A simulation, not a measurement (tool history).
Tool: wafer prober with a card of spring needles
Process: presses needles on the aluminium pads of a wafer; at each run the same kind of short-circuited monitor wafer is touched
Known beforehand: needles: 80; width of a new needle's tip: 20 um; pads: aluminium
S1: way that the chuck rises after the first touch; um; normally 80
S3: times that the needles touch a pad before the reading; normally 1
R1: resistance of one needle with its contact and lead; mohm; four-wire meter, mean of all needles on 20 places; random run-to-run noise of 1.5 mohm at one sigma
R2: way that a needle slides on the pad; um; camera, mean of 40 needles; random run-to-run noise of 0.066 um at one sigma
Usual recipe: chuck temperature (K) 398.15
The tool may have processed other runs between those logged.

{"run": 1, "hour": 0.0, "S1": 80, "chuck temperature (K)": 398.15, "S3": 1, "R1": 143, "R2": 17.0}
{"hour": 5.1, "done": "tips cleaned on abrasive film"}
{"run": 2, "hour": 10.2, "S1": 80, "chuck temperature (K)": 398.15, "S3": 1, "R1": 148, "R2": 17.07}
{"hour": 16.7, "done": "tips cleaned on abrasive film"}
{"run": 3, "hour": 16.9, "S1": 80, "chuck temperature (K)": 398.15, "S3": 1, "R1": 145, "R2": 17.03}
{"run": 4, "hour": 25.3, "S1": 80, "chuck temperature (K)": 398.15, "S3": 1, "R1": 146, "R2": 16.97}
{"hour": 28.3, "done": "tips cleaned on abrasive film"}
{"run": 5, "hour": 31.3, "S1": 80, "chuck temperature (K)": 398.15, "S3": 1, "R1": 144, "R2": 17.1}
{"hour": 39.5, "done": "tips cleaned on abrasive film"}
{"run": 6, "hour": 42.6, "S1": 80, "chuck temperature (K)": 312.15, "S3": 1, "R1": 131, "R2": 17.08}
{"hour": 50.9, "done": "tips cleaned on abrasive film"}
{"run": 7, "hour": 55.3, "S1": 80, "chuck temperature (K)": 312.15, "S3": 1, "R1": 134, "R2": 17.17}
{"hour": 62.8, "done": "tips cleaned on abrasive film"}
{"run": 8, "hour": 67.6, "S1": 80, "chuck temperature (K)": 312.15, "S3": 1, "R1": 134, "R2": 17.03}
{"run": 9, "hour": 73.4, "S1": 86, "chuck temperature (K)": 398.15, "S3": 1, "R1": 145, "R2": 18.36}
{"hour": 74.7, "done": "tips cleaned on abrasive film"}
{"run": 10, "hour": 84.8, "S1": 86, "chuck temperature (K)": 398.15, "S3": 1, "R1": 144, "R2": 18.33}
{"hour": 85.7, "done": "tips cleaned on abrasive film"}
{"run": 11, "hour": 95.3, "S1": 80, "chuck temperature (K)": 398.15, "S3": 1, "R1": 146, "R2": 17.12}
{"hour": 96.6, "done": "tips cleaned on abrasive film"}
{"run": 12, "hour": 104.2, "S1": 80, "chuck temperature (K)": 398.15, "S3": 1, "R1": 146, "R2": 17.25}
{"hour": 108.4, "done": "tips cleaned on abrasive film"}
{"run": 13, "hour": 111.4, "S1": 80, "chuck temperature (K)": 398.15, "S3": 1, "R1": 147, "R2": 17.22}
{"hour": 119.5, "done": "tips cleaned on abrasive film"}
{"run": 14, "hour": 123.7, "S1": 80, "chuck temperature (K)": 398.15, "S3": 1, "R1": 147, "R2": 17.18}
{"hour": 130.5, "done": "tips cleaned on abrasive film"}
{"run": 15, "hour": 131.5, "S1": 96, "chuck temperature (K)": 398.15, "S3": 1, "R1": 143, "R2": 20.7}
{"hour": 135.4, "done": "height of the first contact set anew"}
{"hour": 142.0, "done": "tips cleaned on abrasive film"}
{"run": 16, "hour": 145.3, "S1": 96, "chuck temperature (K)": 398.15, "S3": 1, "R1": 142, "R2": 20.7}
{"hour": 153.1, "done": "tips cleaned on abrasive film"}
{"run": 17, "hour": 153.8, "S1": 95, "chuck temperature (K)": 398.15, "S3": 1, "R1": 143, "R2": 20.5}
{"hour": 164.4, "done": "tips cleaned on abrasive film"}
{"run": 18, "hour": 164.4, "S1": 80, "chuck temperature (K)": 316.15, "S3": 1, "R1": 132, "R2": 17.2}
{"run": 19, "hour": 174.5, "S1": 93, "chuck temperature (K)": 364.15, "S3": 2, "R1": 139, "R2": 20.07}
{"hour": 175.9, "done": "tips cleaned on abrasive film"}
{"hour": 180.5, "done": "gauge calibrated"}
{"run": 20, "hour": 184.3, "S1": 93, "chuck temperature (K)": 364.15, "S3": 2, "R1": 140, "R2": 19.8}
{"hour": 187.2, "done": "tips cleaned on abrasive film"}
{"run": 21, "hour": 190.6, "S1": 79, "chuck temperature (K)": 355.15, "S3": 2, "R1": 139, "R2": 16.95}
{"hour": 198.5, "done": "tips cleaned on abrasive film"}
{"run": 22, "hour": 198.5, "S1": 89, "chuck temperature (K)": 398.15, "S3": 1, "R1": 145, "R2": 18.91}
{"run": 23, "hour": 207.1, "S1": 89, "chuck temperature (K)": 398.15, "S3": 3, "R1": 145, "R2": 18.9}
{"hour": 210.1, "done": "tips cleaned on abrasive film"}
{"run": 24, "hour": 220.4, "S1": 89, "chuck temperature (K)": 398.15, "S3": 3, "R1": 144, "R2": 18.99}
{"hour": 221.4, "done": "tips cleaned on abrasive film"}
{"run": 25, "hour": 226.5, "S1": 79, "chuck temperature (K)": 358.15, "S3": 1, "R1": 138, "R2": 16.8}
{"hour": 233.0, "done": "tips cleaned on abrasive film"}
{"run": 26, "hour": 233.0, "S1": 79, "chuck temperature (K)": 358.15, "S3": 1, "R1": 140, "R2": 16.96}
{"run": 27, "hour": 241.9, "S1": 80, "chuck temperature (K)": 398.15, "S3": 2, "R1": 147, "R2": 17.16}
{"hour": 244.6, "done": "tips cleaned on abrasive film"}
{"run": 28, "hour": 250.8, "S1": 69, "chuck temperature (K)": 382.15, "S3": 2, "R1": 146, "R2": 14.76}
{"hour": 256.2, "done": "tips cleaned on abrasive film"}
{"run": 29, "hour": 260.7, "S1": 69, "chuck temperature (K)": 382.15, "S3": 2, "R1": 147, "R2": 14.85}
{"hour": 267.7, "done": "tips cleaned on abrasive film"}
{"run": 30, "hour": 273.3, "S1": 80, "chuck temperature (K)": 300.15, "S3": 1, "R1": 133, "R2": 17.15}
{"hour": 279.6, "done": "tips cleaned on abrasive film"}
{"run": 31, "hour": 284.1, "S1": 85, "chuck temperature (K)": 313.15, "S3": 2, "R1": 131, "R2": 18.2}
{"hour": 291.5, "done": "tips cleaned on abrasive film"}
{"run": 32, "hour": 295.3, "S1": 70, "chuck temperature (K)": 323.15, "S3": 2, "R1": 134, "R2": 15.08}

Below are 3 alternative next runs, each starting from the tool's condition after run 32. Predict each:
{"hour": 303.2, "done": "tips cleaned on abrasive film"}
{"run": "A", "hour": 308.9, "S1": 70, "chuck temperature (K)": 298.15, "S3": 1, "R1": "?", "R2": "?"}
{"hour": 303.2, "done": "tips cleaned on abrasive film"}
{"run": "B", "hour": 308.9, "S1": 94, "chuck temperature (K)": 335.15, "S3": 1, "R1": "?", "R2": "?"}
{"hour": 303.2, "done": "tips cleaned on abrasive film"}
{"run": "C", "hour": 308.9, "S1": 81, "chuck temperature (K)": 323.15, "S3": 2, "R1": "?", "R2": "?"}

run=A R1=133 R2=15.14
run=B R1=138 R2=20.13
run=C R1=134 R2=17.46
Stripped of hidden state, with their random variation kept, the same runs would have yielded:
run=A R1=132 R2=14.94
run=B R1=138 R2=19.86
run=C R1=134 R2=17.22
